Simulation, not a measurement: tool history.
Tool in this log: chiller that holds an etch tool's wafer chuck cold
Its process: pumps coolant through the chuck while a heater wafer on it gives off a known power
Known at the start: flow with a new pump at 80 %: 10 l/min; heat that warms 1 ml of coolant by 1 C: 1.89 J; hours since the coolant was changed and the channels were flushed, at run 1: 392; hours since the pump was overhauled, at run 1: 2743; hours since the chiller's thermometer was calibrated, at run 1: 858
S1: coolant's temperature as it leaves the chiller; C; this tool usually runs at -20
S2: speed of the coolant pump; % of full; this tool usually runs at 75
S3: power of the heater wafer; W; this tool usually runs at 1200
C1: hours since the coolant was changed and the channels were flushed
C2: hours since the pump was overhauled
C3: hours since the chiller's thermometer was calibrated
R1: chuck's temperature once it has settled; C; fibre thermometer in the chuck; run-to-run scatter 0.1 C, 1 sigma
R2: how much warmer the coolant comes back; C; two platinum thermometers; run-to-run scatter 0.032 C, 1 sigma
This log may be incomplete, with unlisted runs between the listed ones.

Run 1, hour 0: usual settings; C1 392; C2 2743; C3 858. Result: R1 -10.4 C, R2 4.05 C.
Run 2, hour 55.4: usual settings but S3 1370 W; C1 447; C2 2799; C3 914. Result: R1 -9 C, R2 4.61 C.
Run 3, hour 121.2: usual settings but S3 1370 W; C1 513; C2 2864; C3 979. Result: R1 -8.9 C, R2 4.62 C.
Run 4, hour 180.6: usual settings but S3 1370 W; C1 572; C2 2924; C3 1039. Result: R1 -9 C, R2 4.62 C.
Run 5, hour 274.9: usual settings; C1 667; C2 3018; C3 1133. Result: R1 -10.2 C, R2 3.95 C.
Run 6, hour 351.9: usual settings; C1 744; C2 3095; C3 1210. Result: R1 -10.4 C, R2 4.05 C.
Run 7, hour 444.3: usual settings but S2 71 % of full; C1 836; C2 3188; C3 1303. Result: R1 -10 C, R2 4.28 C.
Run 8, hour 534.4: usual settings but S2 71 % of full; C1 926; C2 3278; C3 1393. Result: R1 -9.9 C, R2 4.25 C.
Run 9, hour 644: usual settings; C1 1036; C2 3387; C3 1502. Result: R1 -10.3 C, R2 3.94 C.
Run 10, hour 712.5: usual settings; C1 1104; C2 3456; C3 1571. Result: R1 -10.5 C, R2 3.98 C.
Run 11, hour 769.9: usual settings but S1 -15 C; C1 1162; C2 3513; C3 1628. Result: R1 -5.3 C, R2 3.94 C.
Run 12, hour 832.5: usual settings but S1 -15 C; C1 1224; C2 3576; C3 1691. Result: R1 -5.3 C, R2 3.96 C.
Run 13, hour 942.6: usual settings but S1 -15 C; C1 1334; C2 3686; C3 1801. Result: R1 -5.4 C, R2 3.93 C.
Run 14, hour 1033: usual settings but S1 -15 C; C1 1425; C2 3776; C3 1891. Result: R1 -5.2 C, R2 3.95 C.
Run 15, hour 1143: usual settings but S2 64 % of full; C1 1535; C2 3886; C3 2001. Result: R1 -9.1 C, R2 4.58 C.
Run 16, hour 1207.9: usual settings but S1 -11 C; C1 1600; C2 3951; C3 2066. Result: R1 -1.5 C, R2 3.94 C.
At hour 1309.6: chiller's thermometer calibrated.
Run 17, hour 1322.2: usual settings but S1 -25 C, S2 65 % of full, S3 1058 W; C1 1713; C2 4064; C3 13. Result: R1 -15.5 C, R2 3.94 C.
Run 18, hour 1395.2: usual settings but S1 -25 C, S2 65 % of full, S3 1058 W; C1 1786; C2 4137; C3 86. Result: R1 -15.5 C, R2 3.94 C.
Run 19, hour 1481.1: usual settings but S2 61 % of full, S3 1080 W; C1 1872; C2 4223; C3 171. Result: R1 -9.9 C, R2 4.33 C.
Run 20, hour 1580.6: usual settings but S1 -23 C, S2 91 % of full, S3 1057 W; C1 1971; C2 4323; C3 271. Result: R1 -15.7 C, R2 2.75 C.
Run 21, hour 1690.1: usual settings but S1 -16 C, S2 87 % of full; C1 2081; C2 4432; C3 381. Result: R1 -7.4 C, R2 3.31 C.
Run 22, hour 1772.7: usual settings but S1 -18 C, S2 93 % of full, S3 1104 W; C1 2163; C2 4515; C3 463. Result: R1 -10.5 C, R2 2.83 C.
Run 23, hour 1825.6: usual settings but S1 -28 C, S2 61 % of full, S3 972 W; C1 2216; C2 4568; C3 516. Result: R1 -19 C, R2 3.77 C.
Run 24, hour 1882.7: usual settings but S1 -29 C, S2 96 % of full, S3 647 W; C1 2273; C2 4625; C3 573. Result: R1 -24.8 C, R2 1.47 C.
Run 25, hour 1973.1: usual settings but S1 -25 C, S2 66 % of full, S3 1240 W; C1 2364; C2 4715; C3 663. Result: R1 -14.1 C, R2 4.52 C.
Run 26, hour 2043.3: usual settings but S1 -24 C, S2 66 % of full, S3 764 W; C1 2434; C2 4786; C3 734. Result: R1 -17.1 C, R2 2.7 C.
Run 27, hour 2127.3: usual settings but S1 -29 C, S2 74 % of full, S3 764 W; C1 2518; C2 4869; C3 818. Result: R1 -22.9 C, R2 2.35 C.
Run 28, hour 2224.3: usual settings but S1 -27 C, S2 84 % of full, S3 1318 W; C1 2615; C2 4967; C3 915. Result: R1 -17.2 C, R2 3.71 C.
Run 29, hour 2333.7: usual settings but S1 -27 C, S2 71 % of full, S3 747 W; C1 2724; C2 5076; C3 1024. Result: R1 -20.6 C, R2 2.37 C.
Run 30, hour 2420.4: usual settings but S1 -27 C, S2 71 % of full, S3 747 W; C1 2811; C2 5163; C3 1111. Result: R1 -20.7 C, R2 2.36 C.
Run 31, hour 2477.4: usual settings but S1 -26 C, S2 71 % of full, S3 747 W; C1 2868; C2 5220; C3 1168. Result: R1 -19.7 C, R2 2.34 C.
Run 32, hour 2576.6: usual settings but S1 -17 C, S2 70 % of full; C1 2967; C2 5319; C3 1267. Result: R1 -6.9 C, R2 4.06 C.

Each row is a separate what-if for the run after 32, all from the same tool condition, not one after another. Results?
Run A, hour 2626.2: usual settings but S1 -15 C, S3 1084 W; C1 3017; C2 5368; C3 1317. Result: R1 ?, R2 ?.
Run B, hour 2626.2: usual settings but S1 -30 C, S2 70 % of full; C1 3017; C2 5368; C3 1317. Result: R1 ?, R2 ?.
Run C, hour 2626.2: usual settings but S2 63 % of full, S3 728 W; C1 3017; C2 5368; C3 1317. Result: R1 ?, R2 ?.

run     R1    R2
  A   -6.3  3.29
  B  -19.9  3.99
  C  -13.3   2.6
With the hidden condition removed and each run's random variation left untouched, the same runs would have given:
run     R1    R2
  A   -6.3  3.63
  B  -19.9  4.34
  C  -13.3  2.95
